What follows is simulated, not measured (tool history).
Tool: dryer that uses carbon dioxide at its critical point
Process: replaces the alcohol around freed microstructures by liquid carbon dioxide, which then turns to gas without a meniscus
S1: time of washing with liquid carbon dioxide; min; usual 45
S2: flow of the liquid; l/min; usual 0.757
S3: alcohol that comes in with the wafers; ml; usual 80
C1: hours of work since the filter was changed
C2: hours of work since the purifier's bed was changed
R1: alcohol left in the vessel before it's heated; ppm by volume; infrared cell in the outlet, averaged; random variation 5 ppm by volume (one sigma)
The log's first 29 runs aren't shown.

run 30 day=20.921 | S1=52 S2=0.957 S3=53 | C1=259 C2=603 | R1=58
run 31 day=21.321 | S1=52 S2=0.957 S3=53 | C1=264 C2=609 | R1=59
run 32 day=21.871 | S1=52 S2=0.957 S3=53 | C1=271 C2=616 | R1=68
run 33 day=22.633 | S1=52 S2=0.957 S3=53 | C1=281 C2=626 | R1=71
run 34 day=23.058 | S1=68 S2=0.537 S3=118 | C1=287 C2=631 | R1=89
run 35 day=23.954 | S1=68 S2=0.537 S3=118 | C1=298 C2=643 | R1=87
run 36 day=24.633 | S1=31 S2=0.757 S3=31 | C1=307 C2=652 | R1=134
run 37 day=25.092 | S1=70 S2=0.533 S3=26 | C1=313 C2=658 | R1=74
run 38 day=25.883 | S1=70 S2=1.135 S3=26 | C1=323 C2=668 | R1=62
run 39 day=26.817 | S1=40 S2=0.757 S3=83 | C1=336 C2=680 | R1=110
run 40 day=27.788 | S1=45 S2=0.527 S3=80 | C1=348 C2=693 | R1=258
run 41 day=28.608 | S1=45 S2=0.527 S3=80 | C1=359 C2=704 | R1=267
run 42 day=29.054 | S1=30 S2=0.766 S3=80 | C1=365 C2=710 | R1=296
run 43 day=29.842 | S1=28 S2=0.868 S3=29 | C1=375 C2=720 | R1=133
run 44 day=30.533 | S1=45 S2=0.697 S3=24 | C1=384 C2=729 | R1=92

The next listed run, before its measurement:
run 45 day=31.479 | S1=40 S2=0.697 S3=66 | C1=397 C2=741 | R1=?

{"run 45": {"R1": 150}}
Without the tool's hidden state the same run would have given R1 29 ppm by volume.
